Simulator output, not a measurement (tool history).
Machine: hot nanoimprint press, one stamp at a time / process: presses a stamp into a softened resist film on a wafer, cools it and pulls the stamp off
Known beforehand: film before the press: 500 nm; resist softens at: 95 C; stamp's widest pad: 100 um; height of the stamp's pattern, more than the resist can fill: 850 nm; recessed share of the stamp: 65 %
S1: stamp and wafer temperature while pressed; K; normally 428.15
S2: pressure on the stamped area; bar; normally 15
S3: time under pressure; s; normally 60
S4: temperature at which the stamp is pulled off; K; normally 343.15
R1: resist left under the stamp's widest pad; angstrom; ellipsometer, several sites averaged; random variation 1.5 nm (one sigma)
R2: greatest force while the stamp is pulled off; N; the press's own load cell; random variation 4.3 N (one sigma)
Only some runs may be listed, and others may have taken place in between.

run,day,S1,S2,S3,S4,R1,R2
1,0,428.15,15,60,343.15,2366,227
2,1.025,428.15,15,60,343.15,2396,233
3,2.217,428.15,15,60,343.15,2374,239
4,2.904,428.15,15,97,343.15,1987,241
5,4.217,428.15,15,97,343.15,2024,243
6,5.525,428.15,15,60,343.15,2432,240
7,6.271,428.15,15,60,343.15,2430,256
8,6.954,428.15,15,60,330.15,2427,304
9,7.821,417.15,15,60,343.15,3863,250
10,8.658,417.15,15,60,343.15,3884,260
11,9.446,417.15,15,60,343.15,3911,261
12,10.458,428.15,22.9,60,343.15,2020,253
13,11.292,428.15,22.9,60,343.15,2025,256
# day 12.408: stamp cleaned and given a new release coat
14,12.6,428.15,22.9,60,343.15,2030,206
15,13.175,428.15,22.9,60,343.15,2054,213
16,14.308,428.15,22.9,60,343.15,2066,210
17,15.379,429.15,20.6,100,340.15,1694,229
18,15.983,428.15,15,60,330.15,2493,272
19,17.242,433.15,11.8,60,345.15,2214,207
20,17.992,433.15,11.8,60,345.15,2236,211
21,18.717,419.15,22,65,339.15,3226,249
22,19.4,421.15,9.7,66,330.15,3888,285
23,20.288,421.15,9.7,66,330.15,3846,297
24,20.821,428.15,19.4,67,343.15,2190,237
25,21.742,428.15,15.9,52,334.15,2617,272
26,23.062,428.15,20.9,60,343.15,2225,241
27,24.383,428.15,20.9,60,343.15,2219,244
28,25.029,427.15,15,60,343.15,2678,239
29,25.746,427.15,15,60,343.15,2709,245

Difference, measured minus no-hidden-state, one row per run. Run-to-run variation is common to both terms; the gauge's own scatter need not be:
What the log doesn't record here: true temperature over the reading, C; pressure that arrives at the usual setting, %; grip of the stamp's worn release coat, % over a new coat's; drift of the gauge itself on residual_nm, %; drift of the gauge itself on pull_off_n, %.
run,R1,R2
1,-9,+22
2,-2,+26
3,+8,+30
4,+13,+32
5,+24,+36
6,+37,+38
7,+43,+43
8,+48,+52
9,+57,+45
10,+64,+49
11,+71,+51
12,+78,+52
13,+85,+54
14,+93,+3
15,+98,+5
16,+107,+8
17,+96,+11
18,+124,+14
19,+115,+15
20,+121,+17
21,+184,+22
22,+149,+26
23,+154,+30
24,+158,+26
25,+176,+32
26,+180,+33
27,+188,+36
28,+205,+37
29,+213,+40
